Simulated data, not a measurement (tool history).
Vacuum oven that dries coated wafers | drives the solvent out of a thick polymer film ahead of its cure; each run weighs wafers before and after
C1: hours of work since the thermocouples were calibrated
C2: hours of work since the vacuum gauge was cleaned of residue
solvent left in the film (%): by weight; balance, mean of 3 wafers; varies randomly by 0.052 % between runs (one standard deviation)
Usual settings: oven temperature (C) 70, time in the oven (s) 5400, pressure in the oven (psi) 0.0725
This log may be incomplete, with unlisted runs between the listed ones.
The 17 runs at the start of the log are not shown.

Run 18, hour 455.8: usual settings but oven temperature (C) 61; C1 1220; C2 544. Result: solvent left in the film (%) 4.33.
Run 19, hour 476: usual settings; C1 1230; C2 554. Result: solvent left in the film (%) 1.4.
Run 20, hour 497.2: usual settings; C1 1240; C2 564. Result: solvent left in the film (%) 1.37.
Run 21, hour 515.3: usual settings but oven temperature (C) 75; C1 1249; C2 573. Result: solvent left in the film (%) 0.65.
Run 22, hour 547.4: usual settings but oven temperature (C) 56; C1 1265; C2 589. Result: solvent left in the film (%) 6.73.
Run 23, hour 570.6: usual settings but pressure in the oven (psi) 0.0438; C1 1276; C2 600. Result: solvent left in the film (%) 1.4.
Run 24, hour 591.2: usual settings but pressure in the oven (psi) 0.0438; C1 1286; C2 610. Result: solvent left in the film (%) 1.38.
Run 25, hour 624.9: usual settings but pressure in the oven (psi) 0.0438; C1 1303; C2 626. Result: solvent left in the film (%) 1.31.
Run 26, hour 653.3: usual settings but pressure in the oven (psi) 0.0438; C1 1316; C2 640. Result: solvent left in the film (%) 1.34.
At hour 674.4: oven's thermocouples calibrated.
Run 27, hour 681.6: usual settings but pressure in the oven (psi) 0.0438; C1 4; C2 653. Result: solvent left in the film (%) 1.39.
Run 28, hour 697.2: usual settings but pressure in the oven (psi) 0.0438; C1 11; C2 661. Result: solvent left in the film (%) 1.32.
Run 29, hour 718.9: usual settings but pressure in the oven (psi) 0.0438; C1 22; C2 671. Result: solvent left in the film (%) 1.36.
Run 30, hour 752: usual settings but pressure in the oven (psi) 0.0438; C1 38; C2 687. Result: solvent left in the film (%) 1.42.

Run 31 has not been measured yet. What should we expect?
Run 31, hour 786.7: usual settings but time in the oven (s) 6180, pressure in the oven (psi) 0.0682; C1 55; C2 704. Result: solvent left in the film (%) ?.

solvent left in the film (%): 1.11
The same run, on a tool lacking any hidden state, would have yielded solvent left in the film (%) 1.11.

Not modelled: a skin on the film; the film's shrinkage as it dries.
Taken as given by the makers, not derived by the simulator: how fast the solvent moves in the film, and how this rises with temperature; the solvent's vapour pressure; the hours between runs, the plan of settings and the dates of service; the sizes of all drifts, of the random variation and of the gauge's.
